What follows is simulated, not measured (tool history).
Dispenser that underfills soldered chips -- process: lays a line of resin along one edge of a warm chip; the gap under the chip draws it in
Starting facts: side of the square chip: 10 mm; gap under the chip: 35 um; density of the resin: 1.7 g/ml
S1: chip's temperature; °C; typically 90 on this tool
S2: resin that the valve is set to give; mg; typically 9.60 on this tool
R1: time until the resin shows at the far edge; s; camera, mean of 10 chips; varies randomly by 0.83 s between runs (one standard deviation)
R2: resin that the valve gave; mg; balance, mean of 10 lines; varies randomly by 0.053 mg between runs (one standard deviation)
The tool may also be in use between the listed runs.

run	day	S1	S2	R1	R2
1	0.000	90	9.60	111.9	8.97
2	0.250	90	8.62	152.1	8.05
# day 0.379: new syringe of resin
3	0.450	90	8.62	84.4	8.07
# day 0.538: dispensing valve cleaned and set on the balance
4	0.762	90	9.60	111.7	9.60
5	1.033	90	9.60	152.5	9.56
# day 1.125: new syringe of resin
6	1.350	90	9.60	99.2	9.60
7	1.729	90	9.60	152.2	9.50
# day 1.817: new syringe of resin
8	2.042	90	9.60	100.5	9.56
9	2.204	90	9.60	119.2	9.50
10	2.392	90	9.60	149.7	9.46
# day 2.496: new syringe of resin
11	2.754	90	9.09	102.5	9.01
12	3.038	90	9.09	144.7	8.93
# day 3.175: new syringe of resin
13	3.429	90	9.09	102.2	8.93
14	3.704	90	9.09	139.7	8.85
# day 3.854: new syringe of resin
15	4.083	90	9.09	98.6	8.88
16	4.308	84	11.86	165.4	11.55
17	4.488	101	11.28	94.4	10.98
# day 4.529: new syringe of resin
18	4.871	80	8.92	184.0	8.61
# day 5.217: new syringe of resin
19	5.217	105	8.92	39.5	8.60
20	5.512	103	9.70	60.1	9.37
21	5.858	103	9.70	90.8	9.28
# day 5.896: new syringe of resin
22	6.238	103	9.70	61.2	9.26
# day 6.583: new syringe of resin
23	6.625	103	9.70	45.1	9.32
24	6.921	86	10.74	134.8	10.27
25	7.104	79	8.94	238.4	8.53
# day 7.275: new syringe of resin
26	7.467	103	8.21	54.1	7.85
27	7.733	78	8.66	229.0	8.17
# day 7.962: new syringe of resin
28	8.071	79	11.28	141.4	10.70
29	8.296	79	11.28	181.7	10.64

Predict each of these 3 candidate next runs independently; none follows another, all start after run 29:
A	8.525	88	9.70	?	?
B	8.525	79	10.24	?	?
C	8.525	95	10.06	?	?

run	R1	R2
A	152.5	9.19
B	240.2	9.68
C	115.1	9.37
Without the tool's unlogged condition, the same runs would have read:
run	R1	R2
A	81.6	9.75
B	129.2	10.28
C	61.7	9.96

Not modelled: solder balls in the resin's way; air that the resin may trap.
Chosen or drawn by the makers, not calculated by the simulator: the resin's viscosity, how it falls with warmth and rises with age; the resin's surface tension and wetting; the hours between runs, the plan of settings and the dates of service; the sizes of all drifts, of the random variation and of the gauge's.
